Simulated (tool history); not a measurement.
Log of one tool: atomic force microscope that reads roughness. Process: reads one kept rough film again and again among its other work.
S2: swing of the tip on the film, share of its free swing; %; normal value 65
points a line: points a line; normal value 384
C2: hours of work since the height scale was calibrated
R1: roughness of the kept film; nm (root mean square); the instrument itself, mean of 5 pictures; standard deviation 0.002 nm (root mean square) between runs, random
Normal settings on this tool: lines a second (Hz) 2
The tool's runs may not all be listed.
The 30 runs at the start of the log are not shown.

Run 31, hour 1807.4: usual settings but lines a second (Hz) 0.7, S2 86 %, points a line 946; pictures with this tip 352; C2 392. Result: R1 0.585 nm (root mean square).
At hour 1836: new tip fitted.
Run 32, hour 1846.5: usual settings but lines a second (Hz) 0.7, S2 86 %, points a line 946; pictures with this tip 16; C2 413. Result: R1 0.598 nm (root mean square).
Run 33, hour 1891.9: usual settings but lines a second (Hz) 1.05, points a line 346; pictures with this tip 83; C2 437. Result: R1 0.603 nm (root mean square).
Run 34, hour 1945.9: usual settings but lines a second (Hz) 1.05, points a line 346; pictures with this tip 163; C2 465. Result: R1 0.604 nm (root mean square).
Run 35, hour 2003.8: usual settings but lines a second (Hz) 0.51, S2 72 %, points a line 448; pictures with this tip 249; C2 496. Result: R1 0.606 nm (root mean square).
Run 36, hour 2087.3: usual settings but lines a second (Hz) 0.51, S2 72 %, points a line 448; pictures with this tip 373; C2 540. Result: R1 0.605 nm (root mean square).
At hour 2101.3: new tip fitted.
Run 37, hour 2152.7: usual settings but lines a second (Hz) 0.53, points a line 311; pictures with this tip 77; C2 574. Result: R1 0.617 nm (root mean square).
Run 38, hour 2228.7: usual settings but lines a second (Hz) 0.86, S2 66 %, points a line 288; pictures with this tip 189; C2 615. Result: R1 0.608 nm (root mean square).
Run 39, hour 2308.6: usual settings but lines a second (Hz) 3.26, S2 78 %, points a line 447; pictures with this tip 308; C2 657. Result: R1 0.545 nm (root mean square).
Run 40, hour 2346: usual settings but S2 87 %; pictures with this tip 364; C2 677. Result: R1 0.546 nm (root mean square).
At hour 2366.9: new tip fitted.
Run 41, hour 2431.4: usual settings but S2 87 %; pictures with this tip 96; C2 722. Result: R1 0.557 nm (root mean square).
Run 42, hour 2481.7: usual settings but lines a second (Hz) 0.92, points a line 387; pictures with this tip 171; C2 749. Result: R1 0.61 nm (root mean square).
Run 43, hour 2522: usual settings but lines a second (Hz) 0.92, S2 58 %, points a line 495; pictures with this tip 230; C2 770. Result: R1 0.614 nm (root mean square).
Run 44, hour 2597.5: usual settings but lines a second (Hz) 0.92, S2 58 %, points a line 495; pictures with this tip 343; C2 810. Result: R1 0.608 nm (root mean square).
At hour 2636.8: new tip fitted.
Run 45, hour 2648.9: usual settings but lines a second (Hz) 0.89, S2 89 %, points a line 495; pictures with this tip 18; C2 837. Result: R1 0.594 nm (root mean square).

Alternative continuations, all from the tool just after run 45; predict every row:
Run A, hour 2708.8: usual settings but lines a second (Hz) 1.69; pictures with this tip 107; C2 869. Result: R1 ?.
Run B, hour 2708.8: usual settings but lines a second (Hz) 3.63, S2 85 %, points a line 500; pictures with this tip 107; C2 869. Result: R1 ?.
Run C, hour 2708.8: usual settings but lines a second (Hz) 4; pictures with this tip 107; C2 869. Result: R1 ?.
Run D, hour 2708.8: usual settings but lines a second (Hz) 1; pictures with this tip 107; C2 869. Result: R1 ?.

run     R1
  A  0.609
  B   0.52
  C  0.581
  D  0.613
Stripped of hidden state, with their random variation kept, the same runs would have yielded:
run     R1
  A  0.598
  B  0.511
  C  0.571
  D  0.603

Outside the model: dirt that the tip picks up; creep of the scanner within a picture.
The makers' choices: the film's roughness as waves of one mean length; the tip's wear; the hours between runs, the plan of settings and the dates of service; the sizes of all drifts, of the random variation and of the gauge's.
